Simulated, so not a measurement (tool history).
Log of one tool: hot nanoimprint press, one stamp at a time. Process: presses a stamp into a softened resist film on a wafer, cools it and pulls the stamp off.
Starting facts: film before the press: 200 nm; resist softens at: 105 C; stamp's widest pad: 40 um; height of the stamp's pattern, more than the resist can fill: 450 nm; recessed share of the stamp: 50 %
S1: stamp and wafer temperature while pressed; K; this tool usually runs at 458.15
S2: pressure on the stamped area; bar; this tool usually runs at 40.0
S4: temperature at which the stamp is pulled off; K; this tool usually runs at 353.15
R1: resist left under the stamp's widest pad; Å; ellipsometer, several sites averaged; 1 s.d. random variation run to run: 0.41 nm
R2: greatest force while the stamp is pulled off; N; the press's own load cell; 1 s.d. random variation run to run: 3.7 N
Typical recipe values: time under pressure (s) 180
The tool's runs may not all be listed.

Run 1, hour 0.0: usual settings. Result: R1 729 Å, R2 181 N.
Run 2, hour 49.9: usual settings. Result: R1 729 Å, R2 176 N.
Run 3, hour 122.1: usual settings but S4 350.15 K. Result: R1 722 Å, R2 189 N.
At hour 153.1: stamp cleaned and given a new release coat.
Run 4, hour 209.2: usual settings but S4 350.15 K. Result: R1 719 Å, R2 182 N.
Run 5, hour 290.9: usual settings but S4 350.15 K. Result: R1 730 Å, R2 186 N.
Run 6, hour 340.9: usual settings. Result: R1 720 Å, R2 184 N.
At hour 384.3: press's hydraulic seals changed and the load cell set to zero.
Run 7, hour 387.2: usual settings but S2 30.2 bar. Result: R1 822 Å, R2 184 N.
Run 8, hour 455.7: usual settings but S1 467.15 K, S2 30.2 bar, S4 339.15 K. Result: R1 646 Å, R2 219 N.
Run 9, hour 515.7: usual settings but S2 39.6 bar, time under pressure (s) 253, S4 357.15 K. Result: R1 622 Å, R2 168 N.
Run 10, hour 562.2: usual settings but S2 50.0 bar, time under pressure (s) 167. Result: R1 673 Å, R2 185 N.
At hour 593.2: stamp cleaned and given a new release coat.
Run 11, hour 608.4: usual settings but S2 50.0 bar, time under pressure (s) 167. Result: R1 682 Å, R2 178 N.
At hour 627.3: plate thermocouple calibrated.
Run 12, hour 667.2: usual settings but S1 462.15 K, S2 50.0 bar, time under pressure (s) 112, S4 356.15 K. Result: R1 721 Å, R2 173 N.
Run 13, hour 716.6: usual settings but S1 466.15 K, S2 32.0 bar, time under pressure (s) 247, S4 346.15 K. Result: R1 548 Å, R2 205 N.
Run 14, hour 786.3: usual settings but S1 465.15 K, S2 50.1 bar, time under pressure (s) 290. Result: R1 430 Å, R2 179 N.

Alternative continuations, all from the tool just after run 14; predict every row:
Run A, hour 823.6: usual settings but S4 361.15 K. Result: R1 ?, R2 ?.
Run B, hour 823.6: usual settings but S1 450.15 K, S2 50.1 bar, time under pressure (s) 290, S4 360.15 K. Result: R1 ?, R2 ?.
Run C, hour 823.6: usual settings but S1 467.15 K, S2 50.1 bar, time under pressure (s) 107, S4 356.15 K. Result: R1 ?, R2 ?.
Run D, hour 823.6: usual settings but S1 465.15 K, S2 32.4 bar, time under pressure (s) 290. Result: R1 ?, R2 ?.
Run E, hour 823.6: usual settings but time under pressure (s) 154. Result: R1 ?, R2 ?.

run   R1   R2
  A  721  153
  B  685  165
  C  637  175
  D  527  179
  E  777  185
Without the tool's hidden state the same runs would have given:
run   R1   R2
  A  728  152
  B  691  164
  C  643  174
  D  532  178
  E  784  184

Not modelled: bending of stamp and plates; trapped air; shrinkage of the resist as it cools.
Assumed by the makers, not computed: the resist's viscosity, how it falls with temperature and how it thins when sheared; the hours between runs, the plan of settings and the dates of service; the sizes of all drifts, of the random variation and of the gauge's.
